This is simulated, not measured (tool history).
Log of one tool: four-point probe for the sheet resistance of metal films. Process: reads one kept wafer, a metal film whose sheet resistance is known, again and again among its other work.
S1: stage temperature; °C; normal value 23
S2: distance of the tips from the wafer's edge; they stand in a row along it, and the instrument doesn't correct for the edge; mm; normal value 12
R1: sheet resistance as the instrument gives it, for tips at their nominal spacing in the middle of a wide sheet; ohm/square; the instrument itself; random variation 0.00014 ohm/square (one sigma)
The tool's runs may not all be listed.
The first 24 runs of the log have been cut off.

run	day	S1	S2	R1
25	45.183	23	11	0.697651
26	46.912	23	11	0.697602
27	49.621	24	3	0.732632
28	52.283	24	12	0.696364
29	54.412	24	12	0.696254
30	55.879	21	38	0.696253
31	57.938	33	16	0.688665
32	59.488	31	12	0.690937
33	61.988	20	12	0.699190
34	63.762	20	12	0.699433
35	66.325	21	5	0.710728
36	68.317	21	5	0.710625
37	70.146	21	5	0.710614
38	72.700	34	11	0.689292

Alternative continuations, all from the tool just after run 38; predict every row:
A	73.833	34	4	?
B	73.833	34	5	?
C	73.833	23	11	?
D	73.833	23	9	?

run	R1
A	0.708833
B	0.700807
C	0.697456
D	0.699144
With the hidden condition removed and each run's random variation left untouched, the same runs would have given:
run	R1
A	0.708749
B	0.700724
C	0.697373
D	0.699061
